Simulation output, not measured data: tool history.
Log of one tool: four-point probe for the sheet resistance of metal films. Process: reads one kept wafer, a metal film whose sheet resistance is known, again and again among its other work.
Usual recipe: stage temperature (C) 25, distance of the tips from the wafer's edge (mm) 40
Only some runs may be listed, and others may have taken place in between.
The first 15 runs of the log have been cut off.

| run | hour | stage temperature (C) | distance of the tips from the wafer's edge (mm) | touches since the probe head was changed | hours of work since the stage's thermometer was calibrated | sheet resistance as the instrument gives it (ohm/square) |
|---|---|---|---|---|---|---|
| 16 | 984.4 | 25 | 36 | 48914 | 1153 | 0.082828 |
| 17 | 1066.9 | 19 | 4 | 51885 | 1192 | 0.083496 |
| 18 | 1108.2 | 19 | 4 | 53370 | 1212 | 0.083419 |
| 19 | 1194 | 25 | 39 | 56458 | 1252 | 0.082759 |
| 20 | 1286.1 | 20 | 9 | 59773 | 1296 | 0.082579 |
| 21 | 1354.3 | 25 | 43 | 62228 | 1329 | 0.082701 |
| 22 | 1408.8 | 28 | 6 | 64189 | 1355 | 0.083395 |
| 23 | 1470.8 | 28 | 6 | 66421 | 1384 | 0.083357 |
| 24 | 1527.6 | 24 | 6 | 68464 | 1411 | 0.083055 |
| 25 | 1623.2 | 34 | 4 | 71906 | 1457 | 0.084367 |
| 26 | 1685.8 | 28 | 8 | 74157 | 1486 | 0.083043 |

What will run 27 give?
| 27 | 1734.7 | 30 | 18 | 75916 | 1510 | ? |

{"run 27": {"sheet resistance as the instrument gives it (ohm/square)": 0.08299}}
Minus the tool's unlogged condition, the same run would have read sheet resistance as the instrument gives it (ohm/square) 0.083772.
